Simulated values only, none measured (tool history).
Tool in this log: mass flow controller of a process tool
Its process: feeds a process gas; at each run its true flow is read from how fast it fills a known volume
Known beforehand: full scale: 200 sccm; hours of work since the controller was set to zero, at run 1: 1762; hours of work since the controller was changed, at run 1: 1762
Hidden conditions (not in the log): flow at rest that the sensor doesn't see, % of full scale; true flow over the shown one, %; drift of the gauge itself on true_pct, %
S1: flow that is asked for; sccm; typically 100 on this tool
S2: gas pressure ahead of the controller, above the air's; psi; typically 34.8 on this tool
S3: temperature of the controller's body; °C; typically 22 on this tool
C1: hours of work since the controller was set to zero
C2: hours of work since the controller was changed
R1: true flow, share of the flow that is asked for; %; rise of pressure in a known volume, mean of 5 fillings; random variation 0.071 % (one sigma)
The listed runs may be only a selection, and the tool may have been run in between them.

| run | hour | S1 | S2 | S3 | C1 | C2 | R1 |
|---|---|---|---|---|---|---|---|
| 1 | 0 | 100 | 34.8 | 22 | 1762 | 1762 | 99.07 |
| 2 | 83.9 | 100 | 34.8 | 22 | 1793 | 1793 | 99.04 |
| 3 | 274.2 | 100 | 34.8 | 22 | 1864 | 1864 | 98.95 |
| 4 | 362.1 | 161 | 34.8 | 22 | 1896 | 1896 | 99.26 |
| 5 | 526.9 | 161 | 34.8 | 22 | 1958 | 1958 | 99.27 |
| 6 | 662 | 161 | 34.8 | 22 | 2008 | 2008 | 99.28 |
| 7 | 776.4 | 161 | 34.8 | 22 | 2050 | 2050 | 99.11 |
| 8 | 889.5 | 161 | 34.8 | 22 | 2092 | 2092 | 99.26 |
| 9 | 1034.9 | 161 | 34.8 | 22 | 2146 | 2146 | 99.09 |
| 10 | 1229.4 | 38 | 31 | 23 | 2219 | 2219 | 98.18 |
|  | 1240.6 | controller's zero set anew |
| 11 | 1325.5 | 69 | 27 | 40 | 32 | 2254 | 96.64 |
| 12 | 1457.7 | 69 | 27 | 40 | 81 | 2303 | 96.71 |
| 13 | 1606.7 | 35 | 39.2 | 23 | 136 | 2359 | 97.44 |
| 14 | 1776.4 | 172 | 35.7 | 24 | 199 | 2422 | 98.8 |

The next listed run, before its measurement:
|  | 1842.2 | controller's zero set anew, once more |
| 15 | 1964.7 | 172 | 35.7 | 24 | 46 | 2492 | ? |

{"run 15": {"R1": 98.97}}
Minus the tool's unlogged condition, the same run would have read R1 99.87 %.
